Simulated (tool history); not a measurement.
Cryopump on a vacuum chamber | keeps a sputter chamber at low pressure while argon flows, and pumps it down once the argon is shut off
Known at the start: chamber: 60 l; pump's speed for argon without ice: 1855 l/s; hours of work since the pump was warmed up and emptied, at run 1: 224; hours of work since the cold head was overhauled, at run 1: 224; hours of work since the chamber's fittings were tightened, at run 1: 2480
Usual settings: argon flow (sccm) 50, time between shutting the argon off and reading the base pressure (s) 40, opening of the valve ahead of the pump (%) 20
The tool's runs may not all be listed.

run	day	argon flow (sccm)	time between shutting the argon off and reading the base pressure (s)	opening of the valve ahead of the pump (%)	hours of work since the pump was warmed up and emptied	hours of work since the cold head was overhauled	hours of work since the chamber's fittings were tightened	pressure while argon flows (Pa)	pressure after the wait (uPa)
1	0	50	40	20	224	224	2480	0.2308	1.84
2	0.633	50	40	20	234	234	2490	0.2334	1.88
3	1.862	50	40	20	253	253	2509	0.2333	1.93
4	3.242	50	40	20	275	275	2531	0.2333	1.94
5	3.962	50	40	20	287	287	2543	0.2334	1.99
6	4.917	50	40	20	302	302	2558	0.2327	1.98
7	5.492	50	40	20	311	311	2567	0.2351	1.95
8	6.246	34	40	20	323	323	2579	0.1592	1.98
9	7.075	50	49	20	336	336	2592	0.2335	1.88
10	7.775	50	49	20	348	348	2603	0.2353	1.84
11	8.762	50	40	24	363	363	2619	0.1986	2.06
12	9.383	50	40	24	373	373	2629	0.1963	2.05
13	10.442	50	40	24	390	390	2646	0.198	2
14	11.658	30	40	20	410	410	2665	0.1415	2.06
15	12.4	30	40	20	421	421	2677	0.142	2.13
16	13.125	22	40	20	433	433	2689	0.1044	2.06
17	14.404	22	40	20	453	453	2709	0.1047	2.1
18	15.462	22	40	20	470	470	2726	0.1058	2.21
# day 15.904: leaking fittings of the chamber tightened, without venting
19	16.308	33	40	24	482	482	6	0.1312	0.88
20	17.508	50	23	20	501	501	26	0.2364	1.43
21	18.35	40	240	24	515	515	39	0.1599	0.36
22	19.342	77	130	57	531	531	55	0.1391	0.47
23	20.1	31	130	57	543	543	67	0.0569	0.45
24	20.875	80	130	29	555	555	79	0.2701	0.46
25	21.621	50	147	56	567	567	91	0.0929	0.45
26	22.221	50	147	56	577	577	101	0.0928	0.46
27	23.375	50	23	49	595	595	119	0.104	1.44
28	24.312	33	96	55	610	610	134	0.0622	0.6
29	25.492	30	40	44	629	629	153	0.0696	0.98

Forecast each of these 5 alternatives for the next run:
A	26.8	52	66	23	650	650	174	?	?
B	26.8	72	40	20	650	650	174	?	?
C	26.8	30	72	20	650	650	174	?	?
D	26.8	83	40	37	650	650	174	?	?
E	26.8	41	282	18	650	650	174	?	?

run	pressure while argon flows (Pa)	pressure after the wait (uPa)
A	0.2209	0.73
B	0.349	0.94
C	0.1461	0.7
D	0.2255	0.99
E	0.2196	0.39
Without the tool's hidden state the same runs would have given:
run	pressure while argon flows (Pa)	pressure after the wait (uPa)
A	0.2066	0.58
B	0.3291	0.79
C	0.1379	0.55
D	0.2029	0.84
E	0.2083	0.24
